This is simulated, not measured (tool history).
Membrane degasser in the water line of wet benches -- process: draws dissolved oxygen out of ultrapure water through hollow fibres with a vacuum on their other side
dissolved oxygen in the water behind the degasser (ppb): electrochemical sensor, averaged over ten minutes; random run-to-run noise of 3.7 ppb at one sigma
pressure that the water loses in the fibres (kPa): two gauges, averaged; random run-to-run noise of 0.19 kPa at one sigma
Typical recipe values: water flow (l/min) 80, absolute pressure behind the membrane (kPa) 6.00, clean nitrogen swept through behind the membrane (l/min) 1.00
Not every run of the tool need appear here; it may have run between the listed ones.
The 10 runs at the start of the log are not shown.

| run | hour | water flow (l/min) | absolute pressure behind the membrane (kPa) | clean nitrogen swept through behind the membrane (l/min) | hours since the membrane was changed | hours since the vacuum gauge was calibrated | hours since the vacuum lines were made tight | dissolved oxygen in the water behind the degasser (ppb) | pressure that the water loses in the fibres (kPa) |
|---|---|---|---|---|---|---|---|---|---|
| 11 | 349.8 | 80 | 6.00 | 1.00 | 820 | 2260 | 1369 | 386.4 | 40.83 |
| 12 | 396.2 | 80 | 6.00 | 1.00 | 867 | 2306 | 1415 | 393.8 | 40.88 |
| 13 | 445.9 | 80 | 6.00 | 0.55 | 916 | 2356 | 1465 | 552.0 | 40.74 |
| 14 | 477.1 | 80 | 6.00 | 1.00 | 947 | 2387 | 1496 | 391.9 | 40.89 |
| 15 | 499.4 | 80 | 6.00 | 1.00 | 970 | 2409 | 1518 | 398.5 | 40.73 |
| 16 | 527.7 | 80 | 6.00 | 1.00 | 998 | 2438 | 1546 | 397.6 | 41.00 |
| 17 | 577.7 | 80 | 6.00 | 1.00 | 1048 | 2488 | 1596 | 399.5 | 41.32 |
| 18 | 623.5 | 80 | 7.92 | 1.00 | 1094 | 2533 | 1642 | 628.8 | 41.28 |
| 19 | 653.4 | 69 | 6.00 | 0.55 | 1124 | 2563 | 1672 | 507.2 | 35.45 |
| 20 | 703.6 | 116 | 6.00 | 1.00 | 1174 | 2614 | 1722 | 510.6 | 59.68 |
| 21 | 725.6 | 75 | 6.00 | 0.83 | 1196 | 2635 | 1744 | 417.0 | 38.43 |
| 22 | 750.9 | 75 | 6.00 | 0.83 | 1221 | 2661 | 1770 | 426.8 | 38.42 |
| 23 | 778.3 | 75 | 6.00 | 0.83 | 1249 | 2688 | 1797 | 424.1 | 38.45 |
| 24 | 818.9 | 100 | 7.74 | 0.59 | 1289 | 2729 | 1838 | 935.6 | 51.62 |
| 25 | 862.6 | 115 | 6.00 | 1.00 | 1333 | 2772 | 1881 | 510.7 | 58.85 |
| 26 | 910.8 | 50 | 6.00 | 0.48 | 1381 | 2821 | 1929 | 461.3 | 25.32 |
| 27 | 940.0 | 50 | 10.00 | 2.85 | 1410 | 2850 | 1959 | 271.9 | 25.69 |
| 28 | 969.2 | 50 | 10.00 | 2.85 | 1440 | 2879 | 1988 | 278.3 | 25.95 |
| 29 | 1006.7 | 50 | 10.00 | 2.85 | 1477 | 2917 | 2025 | 276.6 | 25.71 |
| 30 | 1028.9 | 50 | 10.00 | 2.85 | 1499 | 2939 | 2048 | 273.3 | 25.72 |
| 31 | 1060.4 | 81 | 4.68 | 2.48 | 1531 | 2970 | 2079 | 125.5 | 41.61 |
| 32 | 1107.6 | 71 | 6.00 | 1.00 | 1578 | 3017 | 2126 | 367.7 | 36.81 |
| 33 | 1155.7 | 80 | 13.39 | 1.00 | 1626 | 3066 | 2174 | 1223.3 | 41.41 |

Predict each of these 3 candidate next runs independently; none follows another, all start after run 33:
| A | 1203.6 | 53 | 3.69 | 0.77 | 1674 | 3113 | 2222 | ? | ? |
| B | 1203.6 | 89 | 5.05 | 1.00 | 1674 | 3113 | 2222 | ? | ? |
| C | 1203.6 | 87 | 6.00 | 1.00 | 1674 | 3113 | 2222 | ? | ? |

| run | dissolved oxygen in the water behind the degasser (ppb) | pressure that the water loses in the fibres (kPa) |
|---|---|---|
| A | 92.3 | 27.46 |
| B | 300.4 | 45.69 |
| C | 423.1 | 45.11 |
Without the tool's unlogged condition, the same runs would have read:
| run | dissolved oxygen in the water behind the degasser (ppb) | pressure that the water loses in the fibres (kPa) |
|---|---|---|
| A | 62.3 | 26.88 |
| B | 266.1 | 44.73 |
| C | 390.0 | 44.16 |
